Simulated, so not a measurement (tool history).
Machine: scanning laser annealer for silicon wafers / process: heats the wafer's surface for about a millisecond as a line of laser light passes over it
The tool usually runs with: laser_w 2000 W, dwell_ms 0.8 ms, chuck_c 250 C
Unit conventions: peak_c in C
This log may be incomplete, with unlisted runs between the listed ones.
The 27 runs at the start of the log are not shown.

run   hour  laser_w  dwell_ms  chuck_c  peak_c
 28  376.1     2016     0.935      228    1014
 29  390.4     2187     0.935      233    1095
 30  407.2     2128     0.935      279    1118
 31  424.9     1995      0.83      279    1005
 32  438.5     1897     0.911      279     998
 33    449     1809     0.637      221     777
 34  467.8     1809     0.637      221     778
 35  486.2     2044     0.745      280     978
 36  499.2     2044     0.745      280     978
 37  514.2     1869     0.887      262     956
 38  530.6     1869     0.887      262     957
 39  542.2     2190     0.811      219    1013
 40  550.5     2000     0.768      286     983
 41  562.9     2000     0.641      273     896

4 ways to go on from here, each from the tool as it stands after run 41. What would each give?
  A   580     2000       0.8      284       ?
  B   580     2000     0.593      224       ?
  C   580     1868       0.8      250       ?
  D   580     1919     0.766      273       ?

run  peak_c
  A     989
  B     822
  C     902
  D     930
What these runs would have given with no unlogged condition in the tool:
run  peak_c
  A    1014
  B     843
  C     925
  D     953
